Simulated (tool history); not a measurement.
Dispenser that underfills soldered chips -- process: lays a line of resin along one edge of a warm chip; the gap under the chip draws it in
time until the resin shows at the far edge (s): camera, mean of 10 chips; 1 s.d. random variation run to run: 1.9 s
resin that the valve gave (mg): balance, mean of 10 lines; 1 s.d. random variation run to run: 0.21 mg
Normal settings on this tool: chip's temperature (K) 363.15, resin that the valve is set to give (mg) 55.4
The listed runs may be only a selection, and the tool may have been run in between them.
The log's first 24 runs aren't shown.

run,hour,chip's temperature (K),resin that the valve is set to give (mg),time until the resin shows at the far edge (s),resin that the valve gave (mg)
25,171.2,377.15,50.8,181.4,49.35
# hour 174.7: new syringe of resin
26,178.8,377.15,50.8,141.0,49.11
27,185.6,377.15,50.8,187.0,48.89
# hour 187.9: new syringe of resin
28,190.5,377.15,50.8,132.6,48.88
29,196.7,357.15,50.4,296.9,48.39
# hour 201.6: new syringe of resin
30,206.1,357.15,50.4,251.1,47.30
# hour 214.8: new syringe of resin
31,216.1,364.15,50.4,184.0,47.48
32,223.1,361.15,63.4,257.0,59.09
# hour 228.1: new syringe of resin
# hour 231.5: dispensing valve cleaned and set on the balance
33,231.5,361.15,63.4,200.6,63.35
34,240.9,367.15,61.1,247.3,60.44
# hour 242.7: new syringe of resin
35,250.6,360.15,55.4,258.0,54.41

Forecast each of these 3 alternatives for the next run:
# hour 256.1: new syringe of resin
A,259.1,367.15,55.4,?,?
# hour 256.1: new syringe of resin
B,259.1,360.15,60.1,?,?
# hour 256.1: new syringe of resin
C,259.1,377.15,62.6,?,?

run,time until the resin shows at the far edge (s),resin that the valve gave (mg)
A,172.9,54.55
B,207.8,59.50
C,129.0,62.12
With the hidden condition removed and each run's random variation left untouched, the same runs would have given:
run,time until the resin shows at the far edge (s),resin that the valve gave (mg)
A,173.0,55.42
B,208.8,60.45
C,128.5,63.12

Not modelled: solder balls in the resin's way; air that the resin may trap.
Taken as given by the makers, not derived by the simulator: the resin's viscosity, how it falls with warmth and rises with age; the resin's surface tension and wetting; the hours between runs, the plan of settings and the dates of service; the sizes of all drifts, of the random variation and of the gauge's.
